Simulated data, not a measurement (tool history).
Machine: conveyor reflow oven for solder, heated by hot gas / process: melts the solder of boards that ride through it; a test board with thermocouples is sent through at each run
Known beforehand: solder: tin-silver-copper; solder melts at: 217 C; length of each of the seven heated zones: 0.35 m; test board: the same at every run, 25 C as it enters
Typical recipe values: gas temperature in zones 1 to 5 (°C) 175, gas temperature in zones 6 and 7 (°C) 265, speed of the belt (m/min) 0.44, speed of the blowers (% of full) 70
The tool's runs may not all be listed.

run	hour	gas temperature in zones 1 to 5 (°C)	gas temperature in zones 6 and 7 (°C)	speed of the belt (m/min)	speed of the blowers (% of full)	highest temperature of the board (°C)	time above the solder's melting point (s)
1	0	175	265	0.44	70	252	72.6
2	10.4	175	265	0.44	70	252.3	72.4
3	18.3	175	265	0.44	70	251.9	72.5
4	23.2	175	265	0.447	70	251.8	71
5	30.8	175	265	0.447	70	251.8	71
6	40.4	175	265	0.447	70	251.8	71.1
7	47.1	175	265	0.447	70	252	70.7
8	52.2	175	265	0.447	51	247.3	64.9
9	59.2	175	265	0.499	70	248.5	59.9
10	67.7	175	265	0.36	83	258.2	97.4
11	73	190	265	0.47	72	253.2	75.3
12	78.4	175	265	0.432	62	251	72.6

Expected results for the next run?
13	87.4	175	279	0.414	63	?	?

Run 13 measured highest temperature of the board (°C) 264.9, time above the solder's melting point (s) 87.6.
Take away the tool's hidden state, keep the run-to-run variation as it was, and the same run would have given highest temperature of the board (°C) 265, time above the solder's melting point (s) 87.7.

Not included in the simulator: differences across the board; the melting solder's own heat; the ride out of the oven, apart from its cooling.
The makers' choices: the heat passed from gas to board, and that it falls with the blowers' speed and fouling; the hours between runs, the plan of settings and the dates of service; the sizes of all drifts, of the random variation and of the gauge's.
